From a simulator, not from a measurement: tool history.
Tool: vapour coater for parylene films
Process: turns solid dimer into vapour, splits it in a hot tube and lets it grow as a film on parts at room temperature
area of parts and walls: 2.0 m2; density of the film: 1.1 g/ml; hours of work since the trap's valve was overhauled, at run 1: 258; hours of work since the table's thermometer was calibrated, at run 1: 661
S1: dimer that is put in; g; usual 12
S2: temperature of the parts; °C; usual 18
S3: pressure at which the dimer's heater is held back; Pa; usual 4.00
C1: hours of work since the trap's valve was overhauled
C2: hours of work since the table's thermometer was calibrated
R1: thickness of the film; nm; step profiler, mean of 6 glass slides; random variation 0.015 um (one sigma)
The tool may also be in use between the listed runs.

run   hour  S1  S2    S3   C1    C2    R1
  1    0.0  12  18  4.00  258   661  2340
  2   62.1  12  18  4.00  292   695  2330
  3  126.8  12  13  4.00  327   730  2910
     193.8  -- trap's valve overhauled
  4  193.8  12  18  4.76    0   764  2500
  5  233.3  12  18  4.76   21   786  2480
  6  307.6  12  18  4.76   62   826  2470
  7  338.0  12  18  4.00   78   843  2490
  8  371.2  12  18  4.00   96   861  2520
  9  403.4  12  18  4.00  114   878  2490
 10  471.8  15  24  4.00  151   915  2320
 11  535.7  15  24  4.00  185   950  2300
 12  588.8  16  19  4.00  214   979  3070
 13  647.7  16  19  4.00  246  1010  3050
 14  693.2  17  26  2.46  271  1035  2450
 15  762.4  17  26  2.46  308  1073  2400

Forecast each of these 3 alternatives for the next run:
  A  799.4  12  11  4.00  328  1093   ?
  B  799.4  22  11  2.46  328  1093   ?
  C  799.4  13  18  4.00  328  1093   ?

run    R1
  A  3260
  B  6270
  C  2530
Without the tool's hidden state the same runs would have given:
run    R1
  A  3570
  B  6860
  C  2770

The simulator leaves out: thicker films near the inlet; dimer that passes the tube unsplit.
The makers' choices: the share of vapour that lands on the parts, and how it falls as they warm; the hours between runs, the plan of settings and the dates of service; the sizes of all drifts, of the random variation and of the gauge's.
